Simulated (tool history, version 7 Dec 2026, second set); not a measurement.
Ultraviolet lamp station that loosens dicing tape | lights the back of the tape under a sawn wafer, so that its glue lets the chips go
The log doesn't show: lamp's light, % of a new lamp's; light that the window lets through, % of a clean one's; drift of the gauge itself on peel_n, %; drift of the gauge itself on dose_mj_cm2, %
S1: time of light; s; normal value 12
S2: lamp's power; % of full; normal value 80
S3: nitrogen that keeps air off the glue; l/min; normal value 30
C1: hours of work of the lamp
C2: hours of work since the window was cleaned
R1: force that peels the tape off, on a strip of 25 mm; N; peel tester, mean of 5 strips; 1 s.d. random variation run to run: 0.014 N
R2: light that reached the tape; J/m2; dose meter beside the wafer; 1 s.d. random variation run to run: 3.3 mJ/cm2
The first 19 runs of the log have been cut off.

run 20 day=4.992 | S1=12 S2=80 S3=25 | C1=63 C2=9 | R1=1.027 R2=4380
run 21 day=5.2 | S1=12 S2=80 S3=25 | C1=65 C2=11 | R1=1.042 R2=4310
run 22 day=5.467 | S1=12 S2=80 S3=25 | C1=67 C2=13 | R1=1.015 R2=4230
-- day=5.525 window cleaned of glue's vapour, once more
run 23 day=5.692 | S1=12 S2=80 S3=25 | C1=69 C2=2 | R1=0.793 R2=5150
run 24 day=5.888 | S1=12 S2=80 S3=25 | C1=71 C2=4 | R1=0.773 R2=5140
run 25 day=6.308 | S1=12 S2=80 S3=25 | C1=75 C2=8 | R1=0.77 R2=5130
run 26 day=6.554 | S1=12 S2=100 S3=30 | C1=78 C2=10 | R1=0.455 R2=6440
run 27 day=6.938 | S1=7 S2=100 S3=30 | C1=82 C2=14 | R1=1.174 R2=3720
run 28 day=7.317 | S1=21 S2=95 S3=57 | C1=85 C2=18 | R1=0.223 R2=10680
run 29 day=7.6 | S1=14 S2=67 S3=57 | C1=88 C2=20 | R1=0.475 R2=5010
run 30 day=7.946 | S1=14 S2=67 S3=57 | C1=91 C2=24 | R1=0.486 R2=5010
run 31 day=8.321 | S1=8 S2=82 S3=57 | C1=95 C2=27 | R1=0.871 R2=3490
run 32 day=8.567 | S1=8 S2=82 S3=57 | C1=98 C2=30 | R1=0.884 R2=3450
run 33 day=8.958 | S1=8 S2=82 S3=57 | C1=101 C2=34 | R1=0.86 R2=3450
run 34 day=9.304 | S1=7 S2=89 S3=50 | C1=105 C2=37 | R1=1.041 R2=3280
run 35 day=9.712 | S1=8 S2=97 S3=48 | C1=109 C2=41 | R1=0.747 R2=4030
run 36 day=10.054 | S1=8 S2=97 S3=48 | C1=112 C2=44 | R1=0.74 R2=4020
run 37 day=10.375 | S1=6 S2=97 S3=17 | C1=115 C2=48 | R1=2.065 R2=3050
run 38 day=10.546 | S1=12 S2=86 S3=43 | C1=117 C2=49 | R1=0.502 R2=5360
run 39 day=10.95 | S1=12 S2=91 S3=44 | C1=121 C2=53 | R1=0.422 R2=5720
run 40 day=11.258 | S1=7 S2=80 S3=30 | C1=124 C2=56 | R1=1.566 R2=2940
run 41 day=11.612 | S1=15 S2=87 S3=30 | C1=127 C2=60 | R1=0.425 R2=6790
run 42 day=11.838 | S1=10 S2=72 S3=23 | C1=130 C2=62 | R1=1.378 R2=3690
run 43 day=12.171 | S1=12 S2=87 S3=30 | C1=133 C2=65 | R1=0.612 R2=5410
run 44 day=12.479 | S1=13 S2=64 S3=11 | C1=136 C2=68 | R1=1.69 R2=4260

What if the next run were any one of these 3? Each begins from the tool's condition after run 44:
run A day=12.7 | S1=21 S2=63 S3=35 | C1=138 C2=70 | R1=? R2=?
run B day=12.7 | S1=14 S2=80 S3=19 | C1=138 C2=70 | R1=? R2=?
run C day=12.7 | S1=16 S2=91 S3=60 | C1=138 C2=70 | R1=? R2=?

run=A R1=0.361 R2=6870
run=B R1=0.76 R2=5750
run=C R1=0.253 R2=7550
Without the tool's hidden state the same runs would have given:
run=A R1=0.329 R2=7320
run=B R1=0.682 R2=6120
run=C R1=0.241 R2=8030
